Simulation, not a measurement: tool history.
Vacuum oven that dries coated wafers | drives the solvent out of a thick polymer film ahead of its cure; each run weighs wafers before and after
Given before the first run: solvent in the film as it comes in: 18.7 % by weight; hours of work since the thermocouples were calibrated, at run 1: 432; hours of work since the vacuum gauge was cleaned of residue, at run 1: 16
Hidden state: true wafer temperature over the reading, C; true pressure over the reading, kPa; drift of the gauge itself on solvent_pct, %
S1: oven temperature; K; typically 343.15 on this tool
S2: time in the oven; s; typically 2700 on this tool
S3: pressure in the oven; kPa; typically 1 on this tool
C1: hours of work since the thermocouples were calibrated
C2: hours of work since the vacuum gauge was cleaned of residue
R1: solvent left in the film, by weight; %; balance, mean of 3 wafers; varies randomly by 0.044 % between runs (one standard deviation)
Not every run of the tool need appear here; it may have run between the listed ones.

run,hour,S1,S2,S3,C1,C2,R1
1,0,343.15,2700,1,432,16,4.4
2,14.4,343.15,1320,1,438,22,8.32
3,23.3,343.15,1320,1,441,25,8.23
4,34.2,343.15,2700,1,446,30,4.37
5,52.4,343.15,2700,1,454,38,4.43
6,70.7,343.15,2700,1,461,45,4.45
7,90.2,338.15,3960,1.01,469,54,4.66
8,108.6,338.15,3960,0.82,477,61,4.47
9,118.5,338.15,2760,0.82,481,65,6.44
10,135.6,341.15,1380,0.93,488,73,8.77
11,152.8,341.15,1380,0.93,496,80,8.87

Alternative continuations, all from the tool just after run 11; predict every row:
A,169.7,350.15,1980,1.18,503,87,?
B,169.7,352.15,2100,0.66,503,87,?
C,169.7,347.15,2700,1,503,87,?

run,R1
A,3.04
B,2.06
C,2.68
Take away the tool's hidden state, keep each run's random variation, and the runs would have read:
run,R1
A,3.3
B,2.27
C,2.93
